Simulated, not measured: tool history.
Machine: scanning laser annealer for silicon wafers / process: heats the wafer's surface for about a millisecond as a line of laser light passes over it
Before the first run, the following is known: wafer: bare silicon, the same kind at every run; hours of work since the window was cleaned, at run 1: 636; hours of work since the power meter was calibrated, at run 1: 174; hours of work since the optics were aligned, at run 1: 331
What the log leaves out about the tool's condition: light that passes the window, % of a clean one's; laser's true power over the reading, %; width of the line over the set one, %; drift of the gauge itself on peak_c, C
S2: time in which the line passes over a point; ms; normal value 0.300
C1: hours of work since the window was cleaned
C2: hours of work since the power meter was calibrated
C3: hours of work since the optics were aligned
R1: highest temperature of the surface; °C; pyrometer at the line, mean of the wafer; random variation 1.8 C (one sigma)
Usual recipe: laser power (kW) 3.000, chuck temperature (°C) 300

{"run": 1, "hour": 0.0, "laser power (kW)": 3.0, "S2": 0.3, "chuck temperature (°C)": 300, "C1": 636, "C2": 174, "C3": 331, "R1": 978}
{"run": 2, "hour": 5.6, "laser power (kW)": 3.0, "S2": 0.3, "chuck temperature (°C)": 300, "C1": 640, "C2": 178, "C3": 335, "R1": 975}
{"run": 3, "hour": 17.0, "laser power (kW)": 3.0, "S2": 0.3, "chuck temperature (°C)": 300, "C1": 649, "C2": 187, "C3": 344, "R1": 977}
{"run": 4, "hour": 23.6, "laser power (kW)": 3.0, "S2": 0.3, "chuck temperature (°C)": 300, "C1": 654, "C2": 192, "C3": 349, "R1": 977}
{"run": 5, "hour": 28.6, "laser power (kW)": 2.596, "S2": 0.3, "chuck temperature (°C)": 300, "C1": 658, "C2": 196, "C3": 353, "R1": 869}
{"run": 6, "hour": 35.3, "laser power (kW)": 3.0, "S2": 0.3, "chuck temperature (°C)": 300, "C1": 663, "C2": 202, "C3": 358, "R1": 975}
{"run": 7, "hour": 46.4, "laser power (kW)": 3.0, "S2": 0.3, "chuck temperature (°C)": 300, "C1": 672, "C2": 210, "C3": 367, "R1": 979}
{"run": 8, "hour": 51.8, "laser power (kW)": 3.0, "S2": 0.3, "chuck temperature (°C)": 300, "C1": 676, "C2": 214, "C3": 371, "R1": 973}
{"run": 9, "hour": 58.9, "laser power (kW)": 3.0, "S2": 0.3, "chuck temperature (°C)": 300, "C1": 681, "C2": 220, "C3": 377, "R1": 974}
{"run": 10, "hour": 67.9, "laser power (kW)": 3.0, "S2": 0.3, "chuck temperature (°C)": 300, "C1": 688, "C2": 227, "C3": 384, "R1": 974}
{"hour": 71.5, "done": "window over the wafer cleaned"}
{"run": 11, "hour": 81.6, "laser power (kW)": 3.221, "S2": 0.3, "chuck temperature (°C)": 300, "C1": 8, "C2": 236, "C3": 393, "R1": 1082}
{"run": 12, "hour": 89.3, "laser power (kW)": 3.221, "S2": 0.3, "chuck temperature (°C)": 300, "C1": 14, "C2": 242, "C3": 399, "R1": 1079}
{"run": 13, "hour": 96.8, "laser power (kW)": 3.221, "S2": 0.3, "chuck temperature (°C)": 300, "C1": 20, "C2": 248, "C3": 405, "R1": 1080}
{"run": 14, "hour": 107.6, "laser power (kW)": 3.221, "S2": 0.3, "chuck temperature (°C)": 300, "C1": 28, "C2": 256, "C3": 413, "R1": 1075}
{"run": 15, "hour": 118.3, "laser power (kW)": 2.921, "S2": 0.288, "chuck temperature (°C)": 323, "C1": 36, "C2": 264, "C3": 421, "R1": 997}

What will run 16 give?
{"run": 16, "hour": 127.4, "laser power (kW)": 3.0, "S2": 0.232, "chuck temperature (°C)": 265, "C1": 43, "C2": 271, "C3": 428, "R1": "?"}

Run 16 produced R1 881 °C.
If the tool had no hidden condition, the same run with the same run-to-run variation would have returned R1 888 °C.
